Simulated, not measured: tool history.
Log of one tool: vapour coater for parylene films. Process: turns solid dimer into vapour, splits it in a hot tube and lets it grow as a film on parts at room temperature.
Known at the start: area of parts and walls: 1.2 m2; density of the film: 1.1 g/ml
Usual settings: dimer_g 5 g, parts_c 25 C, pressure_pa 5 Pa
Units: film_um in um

Run 1, hour 0: usual settings. Result: film_um 2.42 um.
At hour 34.7: trap's valve overhauled.
Run 2, hour 71.8: usual settings. Result: film_um 2.27 um.
Run 3, hour 128.4: usual settings but pressure_pa 5.03 Pa. Result: film_um 2.25 um.
At hour 146.2: trap's valve overhauled, once more.
Run 4, hour 164.7: usual settings but pressure_pa 5.03 Pa. Result: film_um 2.67 um.
Run 5, hour 205.6: usual settings but pressure_pa 5.03 Pa. Result: film_um 2.66 um.
Run 6, hour 240.6: usual settings but pressure_pa 5.03 Pa. Result: film_um 2.63 um.
Run 7, hour 282.5: usual settings but pressure_pa 5.03 Pa. Result: film_um 2.61 um.
Run 8, hour 330.6: usual settings but pressure_pa 5.03 Pa. Result: film_um 2.57 um.
Run 9, hour 388.4: usual settings but pressure_pa 2.89 Pa. Result: film_um 2.8 um.
Run 10, hour 440.8: usual settings but dimer_g 3 g. Result: film_um 1.53 um.
Run 11, hour 499.8: usual settings but dimer_g 3 g. Result: film_um 1.51 um.
Run 12, hour 534: usual settings but dimer_g 3 g. Result: film_um 1.51 um.
At hour 592.7: trap's valve overhauled.
Run 13, hour 592.7: usual settings but dimer_g 3 g. Result: film_um 1.6 um.
Run 14, hour 656.7: usual settings but dimer_g 3 g. Result: film_um 1.58 um.
Run 15, hour 729.6: usual settings but parts_c 24 C, pressure_pa 4.35 Pa. Result: film_um 2.71 um.
Run 16, hour 767: usual settings but parts_c 24 C, pressure_pa 4.35 Pa. Result: film_um 2.72 um.
Run 17, hour 830.6: usual settings but dimer_g 4 g, parts_c 18 C, pressure_pa 11.79 Pa. Result: film_um 2.07 um.
Run 18, hour 892: usual settings but dimer_g 4 g, parts_c 18 C, pressure_pa 11.79 Pa. Result: film_um 2.06 um.
Run 19, hour 946.7: usual settings but dimer_g 4 g, parts_c 18 C, pressure_pa 11.79 Pa. Result: film_um 2.04 um.
Run 20, hour 1006.3: usual settings but dimer_g 4 g, parts_c 18 C, pressure_pa 11.79 Pa. Result: film_um 2.01 um.
At hour 1038.9: trap's valve overhauled.
Run 21, hour 1062.2: usual settings but pressure_pa 3.85 Pa. Result: film_um 2.79 um.
Run 22, hour 1094.5: usual settings but parts_c 24 C, pressure_pa 2.74 Pa. Result: film_um 3.04 um.
Run 23, hour 1150.7: usual settings but dimer_g 7 g, parts_c 23 C, pressure_pa 3.4 Pa. Result: film_um 4.12 um.
Run 24, hour 1209.3: usual settings but dimer_g 2 g, parts_c 17 C, pressure_pa 2.42 Pa. Result: film_um 1.41 um.
Run 25, hour 1268.2: usual settings but parts_c 35 C. Result: film_um 2.04 um.

4 ways to go on from here, each from the tool as it stands after run 25. What would each give?
Run A, hour 1309.2: usual settings but parts_c 29 C, pressure_pa 2.32 Pa. Result: film_um ?.
Run B, hour 1309.2: usual settings but parts_c 35 C, pressure_pa 3.01 Pa. Result: film_um ?.
Run C, hour 1309.2: usual settings but parts_c 26 C. Result: film_um ?.
Run D, hour 1309.2: usual settings but dimer_g 9 g, parts_c 30 C, pressure_pa 5.38 Pa. Result: film_um ?.

run  film_um
  A     2.67
  B      2.2
  C     2.51
  D     4.07
Without the tool's hidden state the same runs would have given:
run  film_um
  A     2.77
  B     2.28
  C     2.61
  D     4.22
